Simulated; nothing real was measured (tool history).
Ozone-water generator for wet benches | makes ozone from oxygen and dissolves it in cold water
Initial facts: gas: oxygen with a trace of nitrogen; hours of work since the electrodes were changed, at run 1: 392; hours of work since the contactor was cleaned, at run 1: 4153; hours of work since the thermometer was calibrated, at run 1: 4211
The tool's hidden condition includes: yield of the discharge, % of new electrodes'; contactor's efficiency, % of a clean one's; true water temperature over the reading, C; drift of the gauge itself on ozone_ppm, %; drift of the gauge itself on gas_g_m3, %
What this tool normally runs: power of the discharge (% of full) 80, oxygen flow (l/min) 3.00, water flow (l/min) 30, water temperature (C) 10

| run | hour | power of the discharge (% of full) | oxygen flow (l/min) | water flow (l/min) | water temperature (C) | hours of work since the electrodes were changed | hours of work since the contactor was cleaned | hours of work since the thermometer was calibrated | dissolved ozone (ppm) | ozone in the gas ahead of the water (g/m3) |
|---|---|---|---|---|---|---|---|---|---|---|
| 1 | 0.0 | 80 | 3.00 | 30 | 10 | 392 | 4153 | 4211 | 11.2 | 216.8 |
| 2 | 17.9 | 80 | 3.00 | 30 | 10 | 403 | 4164 | 4222 | 11.2 | 216.1 |
| 3 | 38.2 | 80 | 3.00 | 30 | 10 | 416 | 4176 | 4235 | 11.6 | 215.9 |
| 4 | 65.6 | 80 | 3.00 | 30 | 10 | 433 | 4193 | 4252 | 11.3 | 216.4 |
| 5 | 95.1 | 80 | 3.00 | 30 | 10 | 451 | 4211 | 4270 | 11.3 | 215.7 |
| 6 | 120.8 | 80 | 3.00 | 30 | 10 | 467 | 4227 | 4286 | 11.2 | 215.2 |
|  | 126.7 | contactor cleaned |
| 7 | 159.5 | 80 | 3.00 | 30 | 10 | 488 | 20 | 4307 | 11.3 | 215.8 |
| 8 | 194.4 | 61 | 3.00 | 24 | 9 | 509 | 42 | 4328 | 11.5 | 170.7 |
| 9 | 215.1 | 61 | 3.00 | 24 | 9 | 522 | 54 | 4341 | 11.5 | 170.6 |
|  | 249.9 | contactor cleaned, once more |
| 10 | 252.5 | 91 | 3.67 | 26 | 16 | 543 | 2 | 4361 | 15.5 | 215.4 |

Branching from run 10: 4 alternative next runs. What would each branch give?
| A | 279.5 | 80 | 3.22 | 34 | 8 | 559 | 18 | 4378 | ? | ? |
| B | 279.5 | 91 | 2.79 | 33 | 16 | 559 | 18 | 4378 | ? | ? |
| C | 279.5 | 57 | 3.00 | 30 | 10 | 559 | 18 | 4378 | ? | ? |
| D | 279.5 | 91 | 3.67 | 26 | 16 | 559 | 18 | 4378 | ? | ? |

| run | dissolved ozone (ppm) | ozone in the gas ahead of the water (g/m3) |
|---|---|---|
| A | 10.5 | 206.3 |
| B | 11.2 | 249.0 |
| C | 9.1 | 159.8 |
| D | 15.6 | 214.6 |
Without the tool's unlogged condition, the same runs would have read:
| run | dissolved ozone (ppm) | ozone in the gas ahead of the water (g/m3) |
|---|---|---|
| A | 10.7 | 208.5 |
| B | 11.4 | 252.0 |
| C | 9.2 | 161.1 |
| D | 15.9 | 217.2 |
